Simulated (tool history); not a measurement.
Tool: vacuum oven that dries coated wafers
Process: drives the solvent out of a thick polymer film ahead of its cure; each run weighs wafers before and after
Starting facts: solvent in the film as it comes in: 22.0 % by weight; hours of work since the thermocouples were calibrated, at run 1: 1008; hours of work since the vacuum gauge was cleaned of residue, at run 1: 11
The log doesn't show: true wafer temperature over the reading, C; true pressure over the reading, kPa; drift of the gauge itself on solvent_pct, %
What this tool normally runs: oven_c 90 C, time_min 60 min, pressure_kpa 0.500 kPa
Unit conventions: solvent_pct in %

run   hour  oven_c  time_min  pressure_kpa  hours of work since the thermocouples were calibrated  hours of work since the vacuum gauge was cleaned of residue  solvent_pct
  1    0.0      90        60         0.500                                                   1008                                                           11         2.84
  2   10.5     100        60         0.500                                                   1015                                                           17         0.82
  3   21.1     100        60         0.500                                                   1021                                                           24         0.80
  4   29.6     100        60         0.500                                                   1026                                                           29         0.86
  5   39.0     100        60         0.500                                                   1032                                                           35         0.82
  6   49.7     100        60         0.500                                                   1039                                                           41         0.83
  7   59.2      90        60         0.500                                                   1044                                                           47         2.88
  8   73.0      90        60         0.500                                                   1053                                                           55         2.79
  9   80.2      90        60         0.522                                                   1057                                                           60         2.86
 10   91.3      90        60         0.500                                                   1064                                                           66         2.88
 11  102.5      90        38         0.947                                                   1070                                                           73         5.66
 12  110.0      90        38         0.947                                                   1075                                                           78         5.65
 13  117.2      90        38         0.947                                                   1079                                                           82         5.68
     119.9  -- oven's thermocouples calibrated
 14  128.0      90        38         0.947                                                      5                                                           87         5.22
 15  139.0      90        38         0.947                                                     12                                                           94         5.25
 16  149.3      84        38         0.947                                                     18                                                          100         7.50
 17  155.1      84        74         1.188                                                     21                                                          104         3.75

Run 18 comes next. What will it give?
 18  162.9      84        74         1.188                                                     26                                                          108            ?

Logged for run 18: solvent_pct 3.80 %.
If the tool had no hidden condition, the same run with the same run-to-run variation would have returned solvent_pct 4.81 %.

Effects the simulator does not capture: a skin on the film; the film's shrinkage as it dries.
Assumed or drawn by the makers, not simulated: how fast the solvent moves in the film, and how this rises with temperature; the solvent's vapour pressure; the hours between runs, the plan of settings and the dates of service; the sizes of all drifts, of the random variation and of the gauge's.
